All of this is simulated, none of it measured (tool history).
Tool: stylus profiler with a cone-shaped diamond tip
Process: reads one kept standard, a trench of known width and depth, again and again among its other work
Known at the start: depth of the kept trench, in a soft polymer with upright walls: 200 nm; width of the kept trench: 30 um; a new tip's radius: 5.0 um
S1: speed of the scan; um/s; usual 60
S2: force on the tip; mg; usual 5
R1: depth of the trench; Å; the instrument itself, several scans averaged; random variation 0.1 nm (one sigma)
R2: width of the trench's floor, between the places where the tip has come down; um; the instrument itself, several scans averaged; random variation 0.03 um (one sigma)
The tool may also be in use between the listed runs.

run	hour	S1	S2	R1	R2
1	0	60	5	2042.7	27.08
2	132	60	14.18	2088.3	26.98
3	244.1	76	5	2045.9	26.74
4	385.9	76	5	2045.7	26.5
5	463.9	76	5	2046.8	26.44
6	568.4	76	5	2049.2	26.28
7	683.8	76	5	2048.9	26.19
# hour 691: height scale calibrated on a step standard
8	763.2	238	5	2050.4	25.94
9	873.2	238	5	2052.7	25.79
10	1005.6	238	5	2055.2	25.63
11	1126.9	45	5	2054.1	25.8
12	1217.1	45	5	2057.9	25.66
13	1316.3	33	4.01	2050.8	25.56
14	1377.1	20	5.23	2058.9	25.54
# hour 1390.2: height scale calibrated on a step standard, once more
15	1458.2	85	8.51	2059.7	25.43
16	1555.8	25	3.92	2036.9	25.4
17	1637.6	60	2.23	2026.7	25.35
# hour 1697.6: new tip fitted, height scale calibrated
18	1713.6	60	2.23	2024.1	27.1
19	1850.1	60	3.5	2035	26.89
20	1944.2	21	5	2043.5	26.82

Forecast each of these 3 alternatives for the next run:
A	2081.8	33	12.29	?	?
B	2081.8	76	5	?	?
C	2081.8	143	3.35	?	?

run	R1	R2
A	2081.3	26.71
B	2044.3	26.64
C	2036.1	26.49
Without the tool's hidden state the same runs would have given:
run	R1	R2
A	2078.9	27.17
B	2041.9	27.11
C	2033.8	26.96
